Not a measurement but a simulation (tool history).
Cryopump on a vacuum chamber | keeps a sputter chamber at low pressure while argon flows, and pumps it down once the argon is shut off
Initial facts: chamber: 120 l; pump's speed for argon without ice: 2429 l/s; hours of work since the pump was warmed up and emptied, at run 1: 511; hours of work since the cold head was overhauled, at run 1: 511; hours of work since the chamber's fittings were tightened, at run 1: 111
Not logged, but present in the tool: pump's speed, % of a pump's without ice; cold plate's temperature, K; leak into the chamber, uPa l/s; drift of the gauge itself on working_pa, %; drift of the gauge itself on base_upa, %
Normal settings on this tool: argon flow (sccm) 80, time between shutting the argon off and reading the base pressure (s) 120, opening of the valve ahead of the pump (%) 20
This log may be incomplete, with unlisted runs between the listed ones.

run	day	argon flow (sccm)	time between shutting the argon off and reading the base pressure (s)	opening of the valve ahead of the pump (%)	hours of work since the pump was warmed up and emptied	hours of work since the cold head was overhauled	hours of work since the chamber's fittings were tightened	pressure while argon flows (Pa)	pressure after the wait (uPa)
1	0	80	120	20	511	511	111	0.2879	0.66
2	1.071	80	120	20	525	525	125	0.2875	0.68
3	2.692	80	120	25	547	547	146	0.2326	0.75
4	4.358	80	120	25	569	569	168	0.2327	0.74
5	6.283	80	120	25	595	595	194	0.2342	0.76
6	7.842	80	120	20	615	615	215	0.2914	0.77
7	8.921	80	120	20	630	630	229	0.2917	0.78

What does the tool deliver on the next run?
8	10.262	80	120	20	648	648	247	?	?

pressure while argon flows (Pa): 0.2907
pressure after the wait (uPa): 0.8
Minus the tool's unlogged condition, the same run would have read pressure while argon flows (Pa) 0.2785, pressure after the wait (uPa) 0.57.

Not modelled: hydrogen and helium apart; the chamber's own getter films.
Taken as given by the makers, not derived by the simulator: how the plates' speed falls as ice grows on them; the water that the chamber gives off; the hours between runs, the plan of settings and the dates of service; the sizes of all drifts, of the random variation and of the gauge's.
